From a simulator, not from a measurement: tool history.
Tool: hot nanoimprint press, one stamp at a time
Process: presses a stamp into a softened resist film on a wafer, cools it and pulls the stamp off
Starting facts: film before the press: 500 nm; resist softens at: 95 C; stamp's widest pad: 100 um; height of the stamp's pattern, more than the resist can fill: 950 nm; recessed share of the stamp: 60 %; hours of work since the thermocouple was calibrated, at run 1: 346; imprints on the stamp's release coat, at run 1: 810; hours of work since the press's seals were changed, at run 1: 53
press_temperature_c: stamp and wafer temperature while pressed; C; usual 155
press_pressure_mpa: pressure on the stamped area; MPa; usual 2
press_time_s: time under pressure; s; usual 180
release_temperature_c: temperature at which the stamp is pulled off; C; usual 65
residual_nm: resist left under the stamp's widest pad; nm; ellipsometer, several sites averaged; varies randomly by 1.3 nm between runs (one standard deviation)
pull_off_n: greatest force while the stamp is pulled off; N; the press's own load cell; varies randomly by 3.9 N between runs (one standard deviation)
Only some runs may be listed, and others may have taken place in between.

| run | day | press_temperature_c | press_pressure_mpa | press_time_s | release_temperature_c | hours of work since the thermocouple was calibrated | imprints on the stamp's release coat | hours of work since the press's seals were changed | residual_nm | pull_off_n |
|---|---|---|---|---|---|---|---|---|---|---|
| 1 | 0 | 155 | 2 | 180 | 65 | 346 | 810 | 53 | 205.2 | 245 |
| 2 | 0.542 | 155 | 2 | 180 | 65 | 353 | 845 | 60 | 205.9 | 241 |
|  | 1.675 | stamp cleaned and given a new release coat |
| 3 | 1.779 | 155 | 2 | 180 | 57 | 365 | 6 | 72 | 206.6 | 211 |
| 4 | 2.575 | 155 | 2 | 180 | 57 | 375 | 58 | 82 | 205.3 | 213 |
| 5 | 3.525 | 164 | 2 | 180 | 65 | 387 | 119 | 94 | 150 | 191 |
| 6 | 4.5 | 164 | 2 | 180 | 65 | 399 | 182 | 106 | 149.7 | 193 |
| 7 | 5.392 | 164 | 2 | 180 | 65 | 410 | 240 | 118 | 150.8 | 210 |
| 8 | 6.088 | 164 | 2 | 180 | 65 | 419 | 285 | 126 | 150.1 | 198 |
| 9 | 7.075 | 155 | 1.53 | 180 | 65 | 432 | 349 | 139 | 233.7 | 209 |
| 10 | 7.5 | 155 | 2 | 180 | 69 | 437 | 376 | 144 | 204.7 | 188 |
| 11 | 8.392 | 151 | 1.41 | 163 | 70 | 448 | 434 | 155 | 285.7 | 194 |
| 12 | 9.262 | 155 | 2.51 | 180 | 65 | 459 | 490 | 166 | 182.4 | 206 |
| 13 | 10.258 | 144 | 1.73 | 180 | 67 | 472 | 554 | 179 | 316.1 | 218 |
| 14 | 11.033 | 144 | 1.73 | 180 | 67 | 481 | 605 | 189 | 317.6 | 222 |
| 15 | 11.892 | 144 | 1.73 | 160 | 53 | 492 | 660 | 199 | 327.2 | 287 |
| 16 | 12.425 | 155 | 2 | 155 | 65 | 499 | 695 | 206 | 215.1 | 228 |
| 17 | 13.342 | 161 | 2.65 | 155 | 65 | 510 | 754 | 218 | 149.8 | 233 |
| 18 | 14.288 | 161 | 2.65 | 155 | 65 | 522 | 815 | 229 | 149.9 | 242 |
| 19 | 14.708 | 147 | 2 | 180 | 65 | 527 | 842 | 235 | 268.1 | 239 |

For some of the steps in residual_nm from one run to the next: how much would appear even if the tool had no hidden state, given the settings, what came in and random variation, and how much remains for the hidden state plus any gauge scatter that the measured result and the result without hidden state don't share?
The hidden state here: true temperature over the reading, C; pressure that arrives at the usual setting, %; grip of the stamp's worn release coat, % over a new coat's; drift of the gauge itself on residual_nm, %; drift of the gauge itself on pull_off_n, %.
Run 12 -> 13: press_temperature_c 155 -> 144, press_pressure_mpa 2.51 -> 1.73, release_temperature_c 65 -> 67. residual_nm +133.7 nm: hidden state -5.9, all else +139.6.
Run 18 -> 19: press_temperature_c 161 -> 147, press_pressure_mpa 2.65 -> 2, press_time_s 155 -> 180. residual_nm +118.2 nm: hidden state -8.1, all else +126.3.

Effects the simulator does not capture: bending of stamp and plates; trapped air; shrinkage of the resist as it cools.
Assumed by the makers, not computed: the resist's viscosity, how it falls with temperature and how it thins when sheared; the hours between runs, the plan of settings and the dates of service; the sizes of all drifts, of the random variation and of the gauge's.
